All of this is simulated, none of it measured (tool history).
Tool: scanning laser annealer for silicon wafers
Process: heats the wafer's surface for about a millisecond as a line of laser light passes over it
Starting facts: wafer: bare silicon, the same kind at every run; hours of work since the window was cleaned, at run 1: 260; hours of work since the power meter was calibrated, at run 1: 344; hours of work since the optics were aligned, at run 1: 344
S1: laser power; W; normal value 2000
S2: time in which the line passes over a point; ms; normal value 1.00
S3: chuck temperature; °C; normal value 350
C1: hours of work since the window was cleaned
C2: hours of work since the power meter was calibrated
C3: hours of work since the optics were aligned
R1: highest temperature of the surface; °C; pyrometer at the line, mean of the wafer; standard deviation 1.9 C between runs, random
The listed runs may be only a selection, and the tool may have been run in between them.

| run | hour | S1 | S2 | S3 | C1 | C2 | C3 | R1 |
|---|---|---|---|---|---|---|---|---|
| 1 | 0.0 | 2000 | 1.00 | 350 | 260 | 344 | 344 | 1195 |
| 2 | 51.2 | 2000 | 1.00 | 350 | 283 | 367 | 367 | 1192 |
| 3 | 151.3 | 2000 | 1.00 | 350 | 328 | 412 | 412 | 1190 |
| 4 | 220.4 | 1903 | 1.00 | 350 | 359 | 443 | 443 | 1152 |
| 5 | 297.2 | 2000 | 1.00 | 350 | 393 | 477 | 477 | 1198 |
| 6 | 361.2 | 2027 | 1.00 | 350 | 422 | 505 | 505 | 1206 |
| 7 | 461.2 | 2000 | 0.97 | 350 | 466 | 550 | 550 | 1181 |
| 8 | 552.0 | 2000 | 0.97 | 350 | 507 | 591 | 591 | 1178 |
| 9 | 607.3 | 2000 | 0.97 | 350 | 532 | 615 | 615 | 1181 |
| 10 | 697.1 | 2000 | 0.97 | 350 | 572 | 655 | 655 | 1181 |
| 11 | 753.0 | 2000 | 0.97 | 350 | 597 | 680 | 680 | 1179 |
| 12 | 811.9 | 2000 | 0.97 | 350 | 623 | 707 | 707 | 1181 |
|  | 822.9 | window over the wafer cleaned |
|  | 869.7 | optics aligned, line set to its width |
| 13 | 897.5 | 2000 | 0.97 | 350 | 31 | 742 | 12 | 1181 |
| 14 | 960.4 | 2000 | 1.00 | 350 | 59 | 770 | 41 | 1198 |
| 15 | 1040.6 | 1743 | 1.00 | 350 | 95 | 806 | 76 | 1084 |
| 16 | 1104.9 | 1743 | 0.83 | 350 | 124 | 834 | 105 | 1018 |
| 17 | 1150.6 | 1743 | 0.83 | 350 | 144 | 855 | 125 | 1015 |
| 18 | 1214.4 | 1743 | 0.83 | 350 | 173 | 883 | 154 | 1016 |
| 19 | 1309.1 | 2000 | 1.00 | 376 | 215 | 926 | 196 | 1222 |
| 20 | 1390.7 | 2000 | 1.00 | 350 | 251 | 962 | 233 | 1191 |
| 21 | 1442.5 | 2000 | 1.00 | 376 | 274 | 985 | 256 | 1220 |
| 22 | 1485.6 | 2000 | 1.00 | 347 | 294 | 1004 | 275 | 1192 |
| 23 | 1584.0 | 2000 | 1.00 | 347 | 338 | 1048 | 319 | 1192 |
| 24 | 1682.3 | 1723 | 0.97 | 350 | 382 | 1092 | 363 | 1066 |
| 25 | 1778.3 | 1708 | 1.00 | 350 | 424 | 1135 | 406 | 1070 |
| 26 | 1868.3 | 2108 | 0.81 | 339 | 465 | 1175 | 446 | 1137 |

Predict the results of run 27:
| 27 | 1928.7 | 1825 | 0.81 | 314 | 492 | 1202 | 473 | ? |

R1: 1006 °C
With no hidden state in the tool, this same run would have given R1 1007 °C.
